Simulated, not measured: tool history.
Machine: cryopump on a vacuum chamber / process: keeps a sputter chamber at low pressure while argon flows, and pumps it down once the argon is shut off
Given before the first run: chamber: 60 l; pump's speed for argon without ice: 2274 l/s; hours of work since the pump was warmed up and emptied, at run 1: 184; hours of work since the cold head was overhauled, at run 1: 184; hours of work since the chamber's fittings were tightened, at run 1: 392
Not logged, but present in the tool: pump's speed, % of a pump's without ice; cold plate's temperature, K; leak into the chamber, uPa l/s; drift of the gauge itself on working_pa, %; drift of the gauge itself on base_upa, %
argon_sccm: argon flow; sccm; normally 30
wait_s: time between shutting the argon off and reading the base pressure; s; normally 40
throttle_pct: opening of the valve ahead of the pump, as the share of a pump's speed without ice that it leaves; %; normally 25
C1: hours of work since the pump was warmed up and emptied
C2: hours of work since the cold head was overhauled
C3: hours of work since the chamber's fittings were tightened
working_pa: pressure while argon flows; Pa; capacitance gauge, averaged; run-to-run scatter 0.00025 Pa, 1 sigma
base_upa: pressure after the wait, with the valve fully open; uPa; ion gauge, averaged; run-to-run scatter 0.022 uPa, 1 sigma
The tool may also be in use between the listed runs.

Run 1, day 0.000: usual settings; C1 184; C2 184; C3 392. Result: working_pa 0.0898 Pa, base_upa 0.65 uPa.
Run 2, day 0.417: usual settings; C1 192; C2 192; C3 400. Result: working_pa 0.0898 Pa, base_upa 0.70 uPa.
Run 3, day 1.283: usual settings; C1 208; C2 208; C3 417. Result: working_pa 0.0900 Pa, base_upa 0.74 uPa.
Run 4, day 2.154: usual settings but throttle_pct 19 %; C1 224; C2 224; C3 433. Result: working_pa 0.1186 Pa, base_upa 0.70 uPa.
Run 5, day 3.025: usual settings but argon_sccm 29 sccm; C1 241; C2 241; C3 450. Result: working_pa 0.0869 Pa, base_upa 0.70 uPa.
Run 6, day 3.942: usual settings but argon_sccm 29 sccm; C1 258; C2 258; C3 467. Result: working_pa 0.0871 Pa, base_upa 0.66 uPa.
Run 7, day 4.779: usual settings but argon_sccm 15 sccm; C1 274; C2 274; C3 483. Result: working_pa 0.0449 Pa, base_upa 0.71 uPa.
Run 8, day 5.508: usual settings but argon_sccm 15 sccm; C1 288; C2 288; C3 497. Result: working_pa 0.0453 Pa, base_upa 0.73 uPa.
Run 9, day 5.896: usual settings but argon_sccm 15 sccm; C1 295; C2 295; C3 504. Result: working_pa 0.0446 Pa, base_upa 0.71 uPa.
Run 10, day 6.792: usual settings but argon_sccm 28 sccm, throttle_pct 26 %; C1 312; C2 312; C3 521. Result: working_pa 0.0807 Pa, base_upa 0.76 uPa.
Run 11, day 7.504: usual settings but argon_sccm 28 sccm, throttle_pct 26 %; C1 326; C2 326; C3 535. Result: working_pa 0.0810 Pa, base_upa 0.69 uPa.
Run 12, day 8.154: usual settings but wait_s 28 s, throttle_pct 19 %; C1 338; C2 338; C3 547. Result: working_pa 0.1178 Pa, base_upa 0.87 uPa.
Run 13, day 9.071: usual settings but argon_sccm 14 sccm, wait_s 21 s, throttle_pct 17 %; C1 356; C2 356; C3 565. Result: working_pa 0.0615 Pa, base_upa 1.11 uPa.
Run 14, day 9.812: usual settings but wait_s 54 s; C1 370; C2 370; C3 579. Result: working_pa 0.0900 Pa, base_upa 0.66 uPa.
Run 15, day 10.308: usual settings but wait_s 42 s; C1 379; C2 379; C3 588. Result: working_pa 0.0903 Pa, base_upa 0.74 uPa.
Run 16, day 11.100: usual settings but argon_sccm 36 sccm, wait_s 34 s, throttle_pct 33 %; C1 394; C2 394; C3 603. Result: working_pa 0.0827 Pa, base_upa 0.86 uPa.
Run 17, day 11.683: usual settings but argon_sccm 36 sccm, wait_s 34 s, throttle_pct 33 %; C1 405; C2 405; C3 614. Result: working_pa 0.0827 Pa, base_upa 0.84 uPa.

A few steps of working_pa between consecutive runs. Split each: what settings, incoming material and random variation would produce without the hidden state, and what is left over for the hidden state, along with gauge scatter present in only one of the two compared results (measured, and without hidden state):
Run 12 -> 13: argon_sccm 30 -> 14, wait_s 28 -> 21, throttle_pct 19 -> 17. working_pa -0.0563 Pa: hidden state -0.0005, all else -0.0558.

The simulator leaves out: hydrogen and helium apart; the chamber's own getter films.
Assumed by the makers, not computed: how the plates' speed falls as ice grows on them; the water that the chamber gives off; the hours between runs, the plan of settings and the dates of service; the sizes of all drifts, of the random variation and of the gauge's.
